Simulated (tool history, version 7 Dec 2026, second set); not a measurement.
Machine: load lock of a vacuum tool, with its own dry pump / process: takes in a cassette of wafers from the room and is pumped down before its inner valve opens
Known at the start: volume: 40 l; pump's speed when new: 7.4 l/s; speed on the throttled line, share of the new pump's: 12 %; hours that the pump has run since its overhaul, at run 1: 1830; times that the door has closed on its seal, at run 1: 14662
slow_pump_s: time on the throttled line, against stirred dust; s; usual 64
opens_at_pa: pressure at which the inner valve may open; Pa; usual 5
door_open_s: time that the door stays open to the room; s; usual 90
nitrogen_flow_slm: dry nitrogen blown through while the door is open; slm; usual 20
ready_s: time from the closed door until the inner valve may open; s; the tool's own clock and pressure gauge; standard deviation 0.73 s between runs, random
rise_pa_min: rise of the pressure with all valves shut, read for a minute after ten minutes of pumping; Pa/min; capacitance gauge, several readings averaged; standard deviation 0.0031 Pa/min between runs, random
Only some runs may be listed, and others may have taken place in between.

run    hour  slow_pump_s  opens_at_pa  door_open_s  nitrogen_flow_slm  hours that the pump has run since its overhaul  times that the door has closed on its seal  incoming humidity of the room's air, %  ready_s  rise_pa_min
  1     0.0           64            5           90                 20                                            1830                                       14662                                    44.0    110.4        0.130
  2   167.0           64            5           90                 20                                            1997                                       15412                                    44.7    109.9        0.133
  3   334.8           64            5          145                 20                                            2165                                       16166                                    46.4    110.9        0.166
  4   456.3           64            5          145                 20                                            2287                                       16711                                    47.0    111.0        0.163
  5   604.5           64            5          145                 20                                            2435                                       17377                                    41.7    110.8        0.163
  6   785.0           64            5          145                 20                                            2615                                       18188                                    43.0    110.3        0.162
  7   880.8           64            5          145                 20                                            2711                                       18618                                    46.7    111.5        0.178
  8   990.2           64            5           38                 20                                            2821                                       19110                                    42.5    111.0        0.131
  9  1085.2           64            5           38                 20                                            2916                                       19536                                    42.7    111.1        0.132
 10  1176.9           64            5           38                 20                                            3007                                       19948                                    46.2    111.3        0.137
 11  1261.1           64            5           38                 20                                            3092                                       20326                                    41.5    111.3        0.132
 12  1395.2           64            5           38                 20                                            3226                                       20928                                    42.6    110.5        0.143
 13  1540.4           64            5           38                 20                                            3371                                       21580                                    46.9    110.0        0.153
 14  1688.9           64            5           38                 20                                            3519                                       22247                                    43.0    110.0        0.148
 15  1798.6           64            5           38                  6                                            3629                                       22740                                    44.9    111.8        0.159
 16  1920.4           64            5           38                  6                                            3751                                       23287                                    45.7    111.0        0.171
 17  2084.8           64            5           38                  6                                            3915                                       24025                                    47.0    111.3        0.180
 18  2186.2           64            5           38                  6                                            4017                                       24481                                    43.2    111.2        0.174
 19  2270.0           64            5           71                  6                                            4100                                       24857                                    48.8    111.7        0.213
 20  2433.7           64            5           71                  6                                            4264                                       25592                                    48.3    111.0        0.210
 21  2589.8           83            8          233                 20                                            4420                                       26294                                    48.3    125.9        0.274
 22  2721.0           83            8          233                 20                                            4551                                       26883                                    48.1    125.0        0.277
 23  2863.1           61            4          153                 20                                            4694                                       27521                                    48.3    110.3        0.261
 24  2978.7           61            8           59                 20                                            4809                                       28040                                    46.4    106.8        0.211
 25  3075.9          100            6          190                 44                                            4906                                       28477                                    46.3    142.0        0.235
 26  3185.5           64            9           90                  7                                            5016                                       28969                                    46.0    108.9        0.251
 27  3321.2           38            5           90                 38                                            5152                                       29578                                    45.5     89.4        0.225
 28  3436.6           38            5           90                 38                                            5267                                       30097                                    44.7     88.8        0.230

Run 29, settings as shown, results not yet in. Your forecast:
 29  3556.3           38            5           90                 38                                            5387                                       30634                                    44.1        ?            ?

ready_s: 88.3 s
rise_pa_min: 0.235 Pa/min
Without the tool's hidden state the same run would have given ready_s 87.0 s, rise_pa_min 0.047 Pa/min.

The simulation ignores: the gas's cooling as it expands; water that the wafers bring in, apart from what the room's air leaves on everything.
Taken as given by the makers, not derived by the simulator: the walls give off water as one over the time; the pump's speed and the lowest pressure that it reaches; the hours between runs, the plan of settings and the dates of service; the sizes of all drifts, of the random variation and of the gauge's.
